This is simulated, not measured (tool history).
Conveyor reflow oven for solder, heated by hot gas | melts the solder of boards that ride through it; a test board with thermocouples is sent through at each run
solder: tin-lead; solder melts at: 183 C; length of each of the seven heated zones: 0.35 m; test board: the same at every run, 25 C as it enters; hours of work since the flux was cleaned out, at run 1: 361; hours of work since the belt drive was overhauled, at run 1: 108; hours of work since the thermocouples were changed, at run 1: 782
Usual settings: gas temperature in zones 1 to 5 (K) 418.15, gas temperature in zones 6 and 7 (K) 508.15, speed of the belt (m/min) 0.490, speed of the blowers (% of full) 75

run	day	gas temperature in zones 1 to 5 (K)	gas temperature in zones 6 and 7 (K)	speed of the belt (m/min)	speed of the blowers (% of full)	hours of work since the flux was cleaned out	hours of work since the belt drive was overhauled	hours of work since the thermocouples were changed	highest temperature of the board (K)	time above the solder's melting point (s)
1	0.000	418.15	508.15	0.490	75	361	108	782	493.05	69.3
2	0.346	418.15	508.15	0.490	75	365	112	786	492.95	69.2
3	0.921	418.15	508.15	0.490	75	371	118	792	493.05	68.7
4	1.342	418.15	515.15	0.490	75	376	122	797	498.85	73.4
5	2.096	418.15	508.15	0.490	75	384	131	805	492.95	68.5
6	2.442	418.15	508.15	0.490	75	388	134	809	492.65	68.6
7	2.946	418.15	508.15	0.490	75	393	140	814	492.95	68.6
8	3.442	418.15	508.15	0.490	75	399	145	820	492.95	68.9
9	4.112	418.15	508.15	0.490	75	406	152	827	492.65	69.2
10	4.696	418.15	508.15	0.454	75	412	159	833	494.85	75.9
11	5.279	418.15	508.15	0.454	75	419	165	840	495.15	76.6
12	5.642	418.15	508.15	0.490	75	423	169	844	492.65	68.9
13	5.988	424.15	508.15	0.490	75	426	173	847	493.65	72.6
# day 6.262: flux residue cleaned out of gas plates and filters
14	6.692	418.15	508.15	0.561	75	5	178	853	484.75	52.0
15	7.267	411.15	508.15	0.490	75	11	184	859	488.25	61.1
# day 7.625: flux residue cleaned out of gas plates and filters, once more
16	8.142	411.15	508.15	0.490	75	6	192	866	494.75	67.8
# day 8.496: thermocouples of zones 6 and 7 changed
17	8.825	411.15	508.15	0.435	51	12	198	4	491.25	73.1
18	9.283	418.15	508.15	0.460	75	17	203	9	495.65	76.3
19	9.850	418.15	508.15	0.460	75	23	209	15	495.55	76.6
20	10.288	418.15	523.15	0.513	85	28	214	19	507.15	75.5
21	10.971	418.15	523.15	0.513	85	35	221	27	507.35	75.3
22	11.438	431.15	523.15	0.513	85	40	226	32	509.35	81.7
23	11.892	431.15	523.15	0.513	85	45	231	37	509.05	81.5
24	12.608	431.15	523.15	0.513	85	53	239	45	509.35	81.6
25	13.079	432.15	501.15	0.400	66	58	244	50	493.15	94.6
26	13.504	432.15	501.15	0.558	60	63	249	54	484.15	59.6
27	13.883	432.15	511.15	0.558	61	67	253	58	492.35	66.0
28	14.608	432.15	511.15	0.558	61	75	261	66	492.15	65.9
29	15.350	404.15	521.15	0.404	59	83	269	74	505.75	89.1
30	15.708	418.15	515.15	0.490	75	87	273	78	499.65	74.6
31	16.067	410.15	502.15	0.429	51	91	277	82	485.95	68.3
32	16.758	403.15	502.15	0.585	66	98	284	90	477.55	38.0

Some steps in highest temperature of the board (K) between neighbouring runs. How much of each would the tool show without its hidden state too (settings, what came in, random variation), and how much is left for the hidden state, with any gauge scatter that isn't in both results?
The hidden state here: heat that the gas passes to the board, % of a clean oven's; belt's true speed, % of the reading; true gas temperature in zones 6 and 7 over the reading, C; drift of the gauge itself on peak_c, C; drift of the gauge itself on liquid_s, %.
Run 13 -> 14: gas temperature in zones 1 to 5 (K) 424.15 -> 418.15, speed of the belt (m/min) 0.490 -> 0.561, flux residue cleaned out of gas plates and filters. highest temperature of the board (K) -8.90: hidden state -3.90, all else -5.00.
Run 15 -> 16: flux residue cleaned out of gas plates and filters, once more. highest temperature of the board (K) +6.50: hidden state +6.60, all else -0.10.
Run 16 -> 17: speed of the belt (m/min) 0.490 -> 0.435, speed of the blowers (% of full) 75 -> 51, thermocouples of zones 6 and 7 changed. highest temperature of the board (K) -3.50: hidden state -2.00, all else -1.50.
Run 24 -> 25: gas temperature in zones 1 to 5 (K) 431.15 -> 432.15, gas temperature in zones 6 and 7 (K) 523.15 -> 501.15, speed of the belt (m/min) 0.513 -> 0.400, speed of the blowers (% of full) 85 -> 66. highest temperature of the board (K) -16.20: hidden state +0.10, all else -16.30.
Run 28 -> 29: gas temperature in zones 1 to 5 (K) 432.15 -> 404.15, gas temperature in zones 6 and 7 (K) 511.15 -> 521.15, speed of the belt (m/min) 0.558 -> 0.404, speed of the blowers (% of full) 61 -> 59. highest temperature of the board (K) +13.60: hidden state +0.00, all else +13.60.
Run 30 -> 31: gas temperature in zones 1 to 5 (K) 418.15 -> 410.15, gas temperature in zones 6 and 7 (K) 515.15 -> 502.15, speed of the belt (m/min) 0.490 -> 0.429, speed of the blowers (% of full) 75 -> 51. highest temperature of the board (K) -13.70: hidden state +0.20, all else -13.90.
